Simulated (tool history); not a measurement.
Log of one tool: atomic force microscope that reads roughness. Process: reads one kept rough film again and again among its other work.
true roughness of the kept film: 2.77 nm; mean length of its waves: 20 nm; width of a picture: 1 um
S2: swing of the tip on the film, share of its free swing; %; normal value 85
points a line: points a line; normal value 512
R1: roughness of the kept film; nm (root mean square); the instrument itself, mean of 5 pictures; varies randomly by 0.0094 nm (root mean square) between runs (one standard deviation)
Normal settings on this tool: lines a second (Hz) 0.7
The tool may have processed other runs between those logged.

run 1 hour=0 | lines_a_second_(Hz)=0.7 S2=85 points_a_line=512 | R1=1.992
run 2 hour=22.8 | lines_a_second_(Hz)=0.7 S2=85 points_a_line=512 | R1=1.909
run 3 hour=54.3 | lines_a_second_(Hz)=0.7 S2=85 points_a_line=512 | R1=1.846
run 4 hour=74.2 | lines_a_second_(Hz)=0.7 S2=85 points_a_line=512 | R1=1.813
run 5 hour=90.8 | lines_a_second_(Hz)=0.7 S2=85 points_a_line=657 | R1=1.776
run 6 hour=106.3 | lines_a_second_(Hz)=0.7 S2=85 points_a_line=657 | R1=1.752
run 7 hour=138.5 | lines_a_second_(Hz)=0.7 S2=85 points_a_line=512 | R1=1.693
run 8 hour=159.6 | lines_a_second_(Hz)=0.7 S2=85 points_a_line=512 | R1=1.646
run 9 hour=177.9 | lines_a_second_(Hz)=0.7 S2=85 points_a_line=512 | R1=1.621
run 10 hour=203.3 | lines_a_second_(Hz)=0.7 S2=85 points_a_line=528 | R1=1.576
run 11 hour=221.1 | lines_a_second_(Hz)=0.7 S2=85 points_a_line=528 | R1=1.545
run 12 hour=240 | lines_a_second_(Hz)=0.7 S2=85 points_a_line=259 | R1=1.47
run 13 hour=272.1 | lines_a_second_(Hz)=0.7 S2=85 points_a_line=259 | R1=1.984
run 14 hour=302.9 | lines_a_second_(Hz)=0.7 S2=85 points_a_line=259 | R1=1.926
run 15 hour=334 | lines_a_second_(Hz)=0.7 S2=85 points_a_line=512 | R1=1.899
run 16 hour=356.4 | lines_a_second_(Hz)=0.7 S2=85 points_a_line=512 | R1=1.858
run 17 hour=379.8 | lines_a_second_(Hz)=0.7 S2=85 points_a_line=512 | R1=1.802
run 18 hour=406.2 | lines_a_second_(Hz)=0.7 S2=84 points_a_line=483 | R1=1.755
run 19 hour=434.3 | lines_a_second_(Hz)=2.083 S2=80 points_a_line=896 | R1=1.543
run 20 hour=453 | lines_a_second_(Hz)=2.083 S2=80 points_a_line=511 | R1=1.498
run 21 hour=470.2 | lines_a_second_(Hz)=2.083 S2=80 points_a_line=511 | R1=1.466
run 22 hour=493.8 | lines_a_second_(Hz)=2.083 S2=80 points_a_line=511 | R1=1.424
run 23 hour=521.4 | lines_a_second_(Hz)=2.083 S2=80 points_a_line=511 | R1=1.394
run 24 hour=545.6 | lines_a_second_(Hz)=2.881 S2=71 points_a_line=342 | R1=1.371
run 25 hour=574.6 | lines_a_second_(Hz)=2.881 S2=71 points_a_line=342 | R1=1.87
run 26 hour=598.9 | lines_a_second_(Hz)=1.675 S2=76 points_a_line=928 | R1=1.903
run 27 hour=616.2 | lines_a_second_(Hz)=1.675 S2=76 points_a_line=928 | R1=1.879
run 28 hour=641.2 | lines_a_second_(Hz)=1.675 S2=76 points_a_line=928 | R1=1.791
run 29 hour=666.1 | lines_a_second_(Hz)=0.7 S2=70 points_a_line=512 | R1=1.893
run 30 hour=687.1 | lines_a_second_(Hz)=0.514 S2=90 points_a_line=512 | R1=1.767
run 31 hour=707.2 | lines_a_second_(Hz)=0.74 S2=69 points_a_line=729 | R1=1.824
run 32 hour=725 | lines_a_second_(Hz)=3.19 S2=85 points_a_line=896 | R1=1.319
run 33 hour=752.7 | lines_a_second_(Hz)=2.555 S2=85 points_a_line=512 | R1=1.338
run 34 hour=781.7 | lines_a_second_(Hz)=2.555 S2=85 points_a_line=512 | R1=1.31

Not shown here: 2 entries made in the log between runs. Locate each between two listed runs and compare the hidden state at the listed run before it with the hidden state at the listed run after it:
Runs 12 to 13: new tip fitted (hour 261.9)
  radius of the tip, nm: 24 -> 7.9; height scale over the true one, %: -0.68 -> -0.69
  measured result minus the result with no hidden state, R1: -0.585 -> -0.056 nm (root mean square)
Runs 24 to 25: new tip fitted (hour 563.8)
  radius of the tip, nm: 24.2 -> 8.1; height scale over the true one, %: -0.81 -> -0.82
  measured result minus the result with no hidden state, R1: -0.557 -> -0.066 nm (root mean square)

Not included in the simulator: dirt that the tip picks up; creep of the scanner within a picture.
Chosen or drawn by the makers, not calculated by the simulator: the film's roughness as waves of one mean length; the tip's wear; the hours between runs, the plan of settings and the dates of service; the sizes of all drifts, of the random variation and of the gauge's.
